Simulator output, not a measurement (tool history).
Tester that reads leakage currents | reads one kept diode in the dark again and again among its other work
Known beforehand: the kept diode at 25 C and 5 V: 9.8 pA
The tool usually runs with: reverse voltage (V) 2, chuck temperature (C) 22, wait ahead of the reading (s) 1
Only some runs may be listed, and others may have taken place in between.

run,hour,reverse voltage (V),chuck temperature (C),wait ahead of the reading (s),current that the tester gives (pA)
1,0,2,22,1,6.79
2,15.8,2,22,1,6.82
3,44.6,8.21,22,1,15.76
4,72.8,8.21,22,1,15.79
5,91.7,2,38,1,22.02
6,106.9,2,38,1,22.25
7,133.1,2,38,1,22.34
8,164.6,2,38,1,22.3
9,198,2,40,1,25.92
10,214.3,2,40,1,25.91
11,236.6,2,40,1,26.02
12,261.3,1.25,22,1,5.52
13,282,1.25,22,1,5.47
14,297.1,2,25,1,8.87
15,315.6,7.14,25,1,18.23
16,341.2,7.14,25,1,18.45
17,365.7,7.14,25,1,18.5
18,382.9,2,22,1,7.21
19,404.1,2,22,1,7.24
20,434.1,2,22,1,7.25
21,448,3.89,28,3.09,15.59
22,474.5,2.6,22,4.55,8.13
# hour 493: chuck's temperature calibrated
23,504.6,1.52,39,3.87,18.11
24,522.7,1.52,39,3.87,18.22
25,536.8,5.96,39,3.06,35.98
26,562.8,5.96,39,3.06,36.16
27,587.6,14.81,58,0.43,215.51
28,604.2,14.81,58,0.43,215.36
29,628.5,14.81,58,0.43,216.06
30,659,14.81,58,0.43,216.07
31,682.6,2,22,3.21,6.26
32,708.2,2,22,3.21,6.22
33,738.2,1.77,22,1.37,5.93
34,769.1,8.83,22,1.18,16.53
35,783.4,3.67,41,1.75,33.68
36,815.3,11.05,41,1.75,59.96
37,846.4,2,22,4.88,6.28
38,863.7,2.02,22,1.63,6.53
39,879.4,2.02,22,1.63,6.65
40,910.5,2,22,6.08,6.31

Here are 3 independent what-if runs from the current tool condition. What would each one return?
A,925.3,2.49,59,0.39,?
B,925.3,3.53,60,1.14,?
C,925.3,2,30,6.08,?

run,current that the tester gives (pA)
A,99.07
B,122.96
C,11.39
What these runs would have given with no unlogged condition in the tool:
run,current that the tester gives (pA)
A,93.93
B,116.35
C,9.82
